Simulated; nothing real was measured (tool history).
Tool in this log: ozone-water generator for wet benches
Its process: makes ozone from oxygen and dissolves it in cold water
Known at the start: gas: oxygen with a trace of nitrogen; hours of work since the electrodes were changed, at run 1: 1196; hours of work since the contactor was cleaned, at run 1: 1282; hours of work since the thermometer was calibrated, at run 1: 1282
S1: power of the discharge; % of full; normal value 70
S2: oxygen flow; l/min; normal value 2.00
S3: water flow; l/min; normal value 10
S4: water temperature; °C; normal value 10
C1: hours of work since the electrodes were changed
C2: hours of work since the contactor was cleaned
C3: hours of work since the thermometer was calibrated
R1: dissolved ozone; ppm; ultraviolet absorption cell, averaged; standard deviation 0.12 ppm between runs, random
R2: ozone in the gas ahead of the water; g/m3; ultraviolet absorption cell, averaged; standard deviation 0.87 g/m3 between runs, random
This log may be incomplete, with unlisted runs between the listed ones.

{"run": 1, "day": 0.0, "S1": 70, "S2": 2.0, "S3": 10, "S4": 10, "C1": 1196, "C2": 1282, "C3": 1282, "R1": 10.7, "R2": 135.2}
{"run": 2, "day": 2.454, "S1": 70, "S2": 3.03, "S3": 10, "S4": 10, "C1": 1239, "C2": 1325, "C3": 1325, "R1": 11.6, "R2": 112.8}
{"run": 3, "day": 4.729, "S1": 70, "S2": 2.0, "S3": 10, "S4": 15, "C1": 1279, "C2": 1365, "C3": 1365, "R1": 10.3, "R2": 134.3}
{"run": 4, "day": 6.45, "S1": 70, "S2": 2.0, "S3": 10, "S4": 15, "C1": 1309, "C2": 1395, "C3": 1395, "R1": 10.1, "R2": 134.3}
{"run": 5, "day": 7.758, "S1": 70, "S2": 2.0, "S3": 10, "S4": 11, "C1": 1332, "C2": 1418, "C3": 1418, "R1": 10.6, "R2": 135.9}
{"run": 6, "day": 10.55, "S1": 70, "S2": 2.0, "S3": 10, "S4": 11, "C1": 1381, "C2": 1467, "C3": 1467, "R1": 10.4, "R2": 133.9}
{"run": 7, "day": 12.6, "S1": 70, "S2": 2.0, "S3": 10, "S4": 11, "C1": 1417, "C2": 1503, "C3": 1503, "R1": 10.4, "R2": 134.5}
{"run": 8, "day": 14.158, "S1": 70, "S2": 2.0, "S3": 10, "S4": 10, "C1": 1444, "C2": 1531, "C3": 1531, "R1": 11.0, "R2": 132.3}
{"run": 9, "day": 16.167, "S1": 70, "S2": 2.0, "S3": 10, "S4": 10, "C1": 1480, "C2": 1566, "C3": 1566, "R1": 10.7, "R2": 133.8}
{"run": 10, "day": 17.742, "S1": 70, "S2": 2.0, "S3": 10, "S4": 10, "C1": 1507, "C2": 1594, "C3": 1594, "R1": 10.4, "R2": 133.6}
{"run": 11, "day": 20.921, "S1": 70, "S2": 2.0, "S3": 10, "S4": 10, "C1": 1563, "C2": 1649, "C3": 1649, "R1": 10.6, "R2": 133.9}
{"run": 12, "day": 22.379, "S1": 70, "S2": 2.0, "S3": 10, "S4": 10, "C1": 1589, "C2": 1675, "C3": 1675, "R1": 10.4, "R2": 134.0}
{"run": 13, "day": 24.754, "S1": 70, "S2": 2.0, "S3": 10, "S4": 10, "C1": 1630, "C2": 1717, "C3": 1717, "R1": 10.4, "R2": 131.7}
{"run": 14, "day": 26.771, "S1": 70, "S2": 1.11, "S3": 10, "S4": 10, "C1": 1666, "C2": 1752, "C3": 1752, "R1": 8.8, "R2": 173.2}
{"run": 15, "day": 29.279, "S1": 70, "S2": 1.11, "S3": 10, "S4": 10, "C1": 1710, "C2": 1796, "C3": 1796, "R1": 8.9, "R2": 171.9}
{"run": 16, "day": 30.692, "S1": 70, "S2": 2.0, "S3": 10, "S4": 10, "C1": 1735, "C2": 1821, "C3": 1821, "R1": 10.6, "R2": 131.6}
{"run": 17, "day": 32.838, "S1": 70, "S2": 2.0, "S3": 10, "S4": 10, "C1": 1772, "C2": 1859, "C3": 1859, "R1": 10.4, "R2": 131.5}
{"run": 18, "day": 35.608, "S1": 70, "S2": 2.0, "S3": 8, "S4": 10, "C1": 1821, "C2": 1907, "C3": 1907, "R1": 13.0, "R2": 132.0}
{"run": 19, "day": 38.754, "S1": 49, "S2": 2.0, "S3": 8, "S4": 7, "C1": 1876, "C2": 1963, "C3": 1963, "R1": 10.0, "R2": 97.5}
{"run": 20, "day": 40.646, "S1": 49, "S2": 2.0, "S3": 8, "S4": 7, "C1": 1909, "C2": 1996, "C3": 1996, "R1": 9.8, "R2": 98.4}
{"run": 21, "day": 42.492, "S1": 58, "S2": 1.79, "S3": 8, "S4": 7, "C1": 1942, "C2": 2028, "C3": 2028, "R1": 11.1, "R2": 118.4}
{"run": 22, "day": 45.738, "S1": 58, "S2": 1.11, "S3": 8, "S4": 9, "C1": 1999, "C2": 2085, "C3": 2085, "R1": 9.6, "R2": 145.9}
{"run": 23, "day": 47.592, "S1": 64, "S2": 1.95, "S3": 8, "S4": 13, "C1": 2031, "C2": 2118, "C3": 2118, "R1": 11.2, "R2": 122.7}
{"run": 24, "day": 49.312, "S1": 64, "S2": 1.95, "S3": 8, "S4": 13, "C1": 2062, "C2": 2148, "C3": 2148, "R1": 11.3, "R2": 122.3}
{"run": 25, "day": 51.417, "S1": 46, "S2": 1.11, "S3": 9, "S4": 6, "C1": 2098, "C2": 2185, "C3": 2185, "R1": 7.3, "R2": 121.6}
{"run": 26, "day": 52.762, "S1": 86, "S2": 1.27, "S3": 10, "S4": 10, "C1": 2122, "C2": 2209, "C3": 2209, "R1": 10.5, "R2": 186.4}
{"run": 27, "day": 55.512, "S1": 96, "S2": 2.92, "S3": 8, "S4": 7, "C1": 2170, "C2": 2257, "C3": 2257, "R1": 17.7, "R2": 140.6}
{"run": 28, "day": 57.321, "S1": 96, "S2": 2.92, "S3": 8, "S4": 7, "C1": 2202, "C2": 2289, "C3": 2289, "R1": 17.5, "R2": 140.3}
{"run": 29, "day": 60.354, "S1": 96, "S2": 2.92, "S3": 8, "S4": 7, "C1": 2255, "C2": 2342, "C3": 2342, "R1": 17.4, "R2": 137.6}
{"run": 30, "day": 62.917, "S1": 50, "S2": 3.59, "S3": 13, "S4": 11, "C1": 2300, "C2": 2387, "C3": 2387, "R1": 6.4, "R2": 75.8}
{"run": 31, "day": 64.538, "S1": 46, "S2": 1.18, "S3": 13, "S4": 12, "C1": 2329, "C2": 2415, "C3": 2415, "R1": 4.5, "R2": 115.2}
{"run": 32, "day": 66.829, "S1": 70, "S2": 1.41, "S3": 10, "S4": 10, "C1": 2369, "C2": 2456, "C3": 2456, "R1": 9.2, "R2": 150.9}
{"run": 33, "day": 68.629, "S1": 70, "S2": 1.41, "S3": 10, "S4": 10, "C1": 2401, "C2": 2487, "C3": 2487, "R1": 8.9, "R2": 149.1}
{"run": 34, "day": 70.825, "S1": 56, "S2": 1.41, "S3": 10, "S4": 10, "C1": 2439, "C2": 2526, "C3": 2526, "R1": 7.5, "R2": 124.8}

Some steps in R1, run to run, broken into two amounts with sign: the step expected even without the hidden condition (settings, incoming material, random variation), and the rest, left for the hidden condition together with whatever gauge scatter is not in both the measured and the hidden-condition-free result:
The hidden state here: yield of the discharge, % of new electrodes'; contactor's efficiency, % of a clean one's; true water temperature over the reading, C; drift of the gauge itself on ozone_ppm, %; drift of the gauge itself on gas_g_m3, %.
Run 25 -> 26: S1 46 -> 86, S2 1.11 -> 1.27, S3 9 -> 10, S4 6 -> 10. R1 +3.2 ppm: hidden state -1.1, all else +4.3.
Run 26 -> 27: S1 86 -> 96, S2 1.27 -> 2.92, S3 10 -> 8, S4 10 -> 7. R1 +7.2 ppm: hidden state -1.5, all else +8.7.
Run 29 -> 30: S1 96 -> 50, S2 2.92 -> 3.59, S3 8 -> 13, S4 7 -> 11. R1 -11.0 ppm: hidden state +2.6, all else -13.6.
Run 31 -> 32: S1 46 -> 70, S2 1.18 -> 1.41, S3 13 -> 10, S4 12 -> 10. R1 +4.7 ppm: hidden state -1.0, all else +5.7.
